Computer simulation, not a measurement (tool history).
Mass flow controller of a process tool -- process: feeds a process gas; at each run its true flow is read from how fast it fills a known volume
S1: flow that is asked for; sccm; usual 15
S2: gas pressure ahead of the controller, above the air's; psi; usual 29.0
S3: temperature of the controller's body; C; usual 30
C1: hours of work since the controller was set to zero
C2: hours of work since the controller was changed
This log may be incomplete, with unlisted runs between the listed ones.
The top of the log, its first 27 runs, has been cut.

{"run": 28, "hour": 4818.2, "S1": 15, "S2": 20.5, "S3": 36, "C1": 713, "C2": 5535, "true flow (%)": 105.31}
{"run": 29, "hour": 4949.9, "S1": 15, "S2": 23.5, "S3": 25, "C1": 763, "C2": 5584, "true flow (%)": 104.23}
{"run": 30, "hour": 5180.8, "S1": 15, "S2": 23.5, "S3": 25, "C1": 851, "C2": 5672, "true flow (%)": 104.34}
{"run": 31, "hour": 5331.9, "S1": 15, "S2": 23.5, "S3": 25, "C1": 908, "C2": 5729, "true flow (%)": 104.61}
{"run": 32, "hour": 5454.4, "S1": 15, "S2": 34.5, "S3": 30, "C1": 954, "C2": 5775, "true flow (%)": 104.67}
{"hour": 5663.1, "done": "controller exchanged for a calibrated one"}
{"run": 33, "hour": 5694.4, "S1": 18, "S2": 21.5, "S3": 27, "C1": 12, "C2": 12, "true flow (%)": 99.55}
{"run": 34, "hour": 5865.2, "S1": 15, "S2": 29.0, "S3": 27, "C1": 76, "C2": 76, "true flow (%)": 99.27}
{"run": 35, "hour": 6071.3, "S1": 15, "S2": 29.0, "S3": 27, "C1": 154, "C2": 154, "true flow (%)": 99.43}
{"run": 36, "hour": 6295.6, "S1": 15, "S2": 29.0, "S3": 27, "C1": 239, "C2": 239, "true flow (%)": 99.66}
{"run": 37, "hour": 6454.1, "S1": 15, "S2": 32.8, "S3": 30, "C1": 299, "C2": 299, "true flow (%)": 99.78}
{"run": 38, "hour": 6661.0, "S1": 40, "S2": 23.8, "S3": 20, "C1": 377, "C2": 377, "true flow (%)": 99.85}
{"run": 39, "hour": 6848.9, "S1": 40, "S2": 23.8, "S3": 20, "C1": 449, "C2": 449, "true flow (%)": 99.86}
{"run": 40, "hour": 7063.6, "S1": 14, "S2": 40.0, "S3": 28, "C1": 530, "C2": 530, "true flow (%)": 99.74}
{"run": 41, "hour": 7219.0, "S1": 10, "S2": 27.3, "S3": 30, "C1": 589, "C2": 589, "true flow (%)": 100.66}
{"run": 42, "hour": 7431.2, "S1": 10, "S2": 38.4, "S3": 30, "C1": 669, "C2": 669, "true flow (%)": 100.38}
{"run": 43, "hour": 7562.3, "S1": 10, "S2": 38.4, "S3": 30, "C1": 718, "C2": 718, "true flow (%)": 100.5}
{"run": 44, "hour": 7809.3, "S1": 10, "S2": 38.4, "S3": 30, "C1": 812, "C2": 812, "true flow (%)": 100.51}
{"run": 45, "hour": 7937.4, "S1": 10, "S2": 38.4, "S3": 30, "C1": 860, "C2": 860, "true flow (%)": 100.53}
{"run": 46, "hour": 8145.9, "S1": 49, "S2": 25.7, "S3": 35, "C1": 939, "C2": 939, "true flow (%)": 101.6}
{"run": 47, "hour": 8282.5, "S1": 49, "S2": 25.7, "S3": 35, "C1": 991, "C2": 991, "true flow (%)": 101.65}
{"run": 48, "hour": 8390.0, "S1": 5, "S2": 23.4, "S3": 27, "C1": 1032, "C2": 1032, "true flow (%)": 102.51}

Below are 4 alternative next runs, each starting from the tool's condition after run 48. Predict each:
{"run": "A", "hour": 8504.1, "S1": 7, "S2": 32.1, "S3": 36, "C1": 1075, "C2": 1075, "true flow (%)": "?"}
{"run": "B", "hour": 8504.1, "S1": 15, "S2": 23.4, "S3": 23, "C1": 1075, "C2": 1075, "true flow (%)": "?"}
{"run": "C", "hour": 8504.1, "S1": 7, "S2": 39.3, "S3": 22, "C1": 1075, "C2": 1075, "true flow (%)": "?"}
{"run": "D", "hour": 8504.1, "S1": 10, "S2": 30.6, "S3": 34, "C1": 1075, "C2": 1075, "true flow (%)": "?"}

run=A true_flow_(%)=102.28
run=B true_flow_(%)=100.81
run=C true_flow_(%)=100.97
run=D true_flow_(%)=101.66
Take away the tool's hidden state, keep each run's random variation, and the runs would have read:
run=A true_flow_(%)=99.73
run=B true_flow_(%)=99.28
run=C true_flow_(%)=98.42
run=D true_flow_(%)=99.68
